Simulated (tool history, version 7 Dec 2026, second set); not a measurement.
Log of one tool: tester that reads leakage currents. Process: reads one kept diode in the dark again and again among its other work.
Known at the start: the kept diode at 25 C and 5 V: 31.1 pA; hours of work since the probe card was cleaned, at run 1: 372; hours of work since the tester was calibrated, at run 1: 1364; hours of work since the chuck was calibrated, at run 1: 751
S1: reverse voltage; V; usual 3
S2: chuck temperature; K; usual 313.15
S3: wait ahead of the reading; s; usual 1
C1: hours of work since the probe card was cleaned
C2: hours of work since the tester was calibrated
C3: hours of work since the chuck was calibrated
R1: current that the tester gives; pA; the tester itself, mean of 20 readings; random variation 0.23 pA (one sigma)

{"run": 1, "day": 0.0, "S1": 3, "S2": 313.15, "S3": 1, "C1": 372, "C2": 1364, "C3": 751, "R1": 76.13}
{"run": 2, "day": 7.358, "S1": 3, "S2": 313.15, "S3": 1, "C1": 486, "C2": 1479, "C3": 866, "R1": 75.87}
{"run": 3, "day": 14.783, "S1": 3, "S2": 313.15, "S3": 1, "C1": 602, "C2": 1595, "C3": 982, "R1": 75.99}
{"run": 4, "day": 20.45, "S1": 2.58, "S2": 313.15, "S3": 1, "C1": 690, "C2": 1683, "C3": 1070, "R1": 70.01}
{"run": 5, "day": 26.204, "S1": 2.58, "S2": 313.15, "S3": 1, "C1": 780, "C2": 1773, "C3": 1160, "R1": 69.81}
{"run": 6, "day": 35.133, "S1": 3, "S2": 299.15, "S3": 1, "C1": 919, "C2": 1912, "C3": 1299, "R1": 27.21}
{"day": 37.879, "done": "chuck's temperature calibrated"}
{"run": 7, "day": 44.488, "S1": 3, "S2": 299.15, "S3": 1, "C1": 1064, "C2": 2057, "C3": 103, "R1": 27.07}
{"run": 8, "day": 52.654, "S1": 3, "S2": 299.15, "S3": 1, "C1": 1191, "C2": 2184, "C3": 230, "R1": 27.28}
{"run": 9, "day": 60.954, "S1": 3, "S2": 299.15, "S3": 1, "C1": 1321, "C2": 2313, "C3": 360, "R1": 27.38}
{"run": 10, "day": 67.792, "S1": 3, "S2": 299.15, "S3": 3.9, "C1": 1427, "C2": 2420, "C3": 466, "R1": 26.33}
{"day": 70.862, "done": "tester calibrated"}
{"run": 11, "day": 75.938, "S1": 3, "S2": 299.15, "S3": 3.9, "C1": 1553, "C2": 79, "C3": 592, "R1": 26.43}
{"run": 12, "day": 85.162, "S1": 3, "S2": 313.15, "S3": 1, "C1": 1697, "C2": 223, "C3": 736, "R1": 75.83}
{"run": 13, "day": 92.912, "S1": 1.69, "S2": 310.15, "S3": 3.45, "C1": 1817, "C2": 344, "C3": 857, "R1": 45.01}

The next listed run, before its measurement:
{"run": 14, "day": 98.521, "S1": 1.69, "S2": 310.15, "S3": 3.45, "C1": 1905, "C2": 431, "C3": 944, "R1": "?"}

Run 14 gave R1 44.96 pA.
Without the tool's hidden state the same run would have given R1 44.99 pA.

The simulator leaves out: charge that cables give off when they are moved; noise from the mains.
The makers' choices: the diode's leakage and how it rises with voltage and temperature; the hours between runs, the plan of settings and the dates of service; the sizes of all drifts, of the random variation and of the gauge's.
